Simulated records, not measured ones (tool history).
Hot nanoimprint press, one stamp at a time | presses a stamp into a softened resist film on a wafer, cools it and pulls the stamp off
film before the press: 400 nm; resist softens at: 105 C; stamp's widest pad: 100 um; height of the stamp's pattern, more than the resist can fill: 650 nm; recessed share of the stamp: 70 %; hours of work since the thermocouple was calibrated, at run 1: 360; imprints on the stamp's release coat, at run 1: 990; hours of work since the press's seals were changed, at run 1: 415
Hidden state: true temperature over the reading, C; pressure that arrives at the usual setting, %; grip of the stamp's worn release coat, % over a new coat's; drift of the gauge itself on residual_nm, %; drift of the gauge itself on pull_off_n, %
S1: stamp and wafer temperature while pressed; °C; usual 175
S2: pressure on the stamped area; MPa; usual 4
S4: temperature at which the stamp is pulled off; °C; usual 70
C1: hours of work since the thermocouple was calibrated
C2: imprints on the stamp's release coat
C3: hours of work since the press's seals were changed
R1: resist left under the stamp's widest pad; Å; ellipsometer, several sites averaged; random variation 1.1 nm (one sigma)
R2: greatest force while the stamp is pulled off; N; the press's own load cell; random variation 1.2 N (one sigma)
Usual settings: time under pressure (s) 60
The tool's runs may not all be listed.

run 1 hour=0 | S1=175 S2=4 time_under_pressure_(s)=60 S4=70 | C1=360 C2=990 C3=415 | R1=2290 R2=104
run 2 hour=11.7 | S1=175 S2=4 time_under_pressure_(s)=60 S4=70 | C1=367 C2=1021 C3=422 | R1=2290 R2=107
run 3 hour=35.6 | S1=175 S2=4 time_under_pressure_(s)=60 S4=70 | C1=382 C2=1085 C3=437 | R1=2270 R2=107
run 4 hour=52.8 | S1=164 S2=4 time_under_pressure_(s)=60 S4=70 | C1=393 C2=1131 C3=448 | R1=3239 R2=108
run 5 hour=66.7 | S1=164 S2=4 time_under_pressure_(s)=60 S4=70 | C1=402 C2=1168 C3=457 | R1=3223 R2=108
run 6 hour=82.7 | S1=164 S2=4 time_under_pressure_(s)=60 S4=70 | C1=412 C2=1211 C3=467 | R1=3249 R2=107
run 7 hour=99.9 | S1=169 S2=4 time_under_pressure_(s)=60 S4=70 | C1=422 C2=1257 C3=478 | R1=2828 R2=109
run 8 hour=122.4 | S1=169 S2=4 time_under_pressure_(s)=60 S4=70 | C1=437 C2=1317 C3=492 | R1=2840 R2=108
run 9 hour=135.4 | S1=169 S2=4 time_under_pressure_(s)=60 S4=70 | C1=445 C2=1352 C3=500 | R1=2818 R2=108
run 10 hour=152.1 | S1=169 S2=4 time_under_pressure_(s)=60 S4=70 | C1=455 C2=1396 C3=511 | R1=2816 R2=108
run 11 hour=178.6 | S1=176 S2=2.56 time_under_pressure_(s)=57 S4=63 | C1=472 C2=1467 C3=527 | R1=2619 R2=112
-- hour=198.2 stamp cleaned and given a new release coat
run 12 hour=210.5 | S1=176 S2=2.56 time_under_pressure_(s)=57 S4=63 | C1=488 C2=33 C3=544 | R1=2602 R2=111
-- hour=221.2 press's hydraulic seals changed and the load cell set to zero
run 13 hour=232.5 | S1=184 S2=4.87 time_under_pressure_(s)=34 S4=73 | C1=497 C2=71 C3=7 | R1=1744 R2=105
run 14 hour=255 | S1=165 S2=6.35 time_under_pressure_(s)=60 S4=70 | C1=511 C2=131 C3=21 | R1=2750 R2=107
run 15 hour=270.7 | S1=165 S2=6.35 time_under_pressure_(s)=60 S4=70 | C1=521 C2=173 C3=31 | R1=2783 R2=108
run 16 hour=294.5 | S1=165 S2=6.35 time_under_pressure_(s)=60 S4=70 | C1=536 C2=236 C3=46 | R1=2747 R2=107
run 17 hour=306 | S1=167 S2=4 time_under_pressure_(s)=60 S4=70 | C1=544 C2=267 C3=53 | R1=2953 R2=104

Run 18 comes next. What will it give?
run 18 hour=317.3 | S1=167 S2=4.55 time_under_pressure_(s)=73 S4=64 | C1=551 C2=297 C3=61 | R1=? R2=?

Run 18 gave R1 2724 Å, R2 114 N.
Without the tool's hidden state the same run would have given R1 2789 Å, R2 114 N.
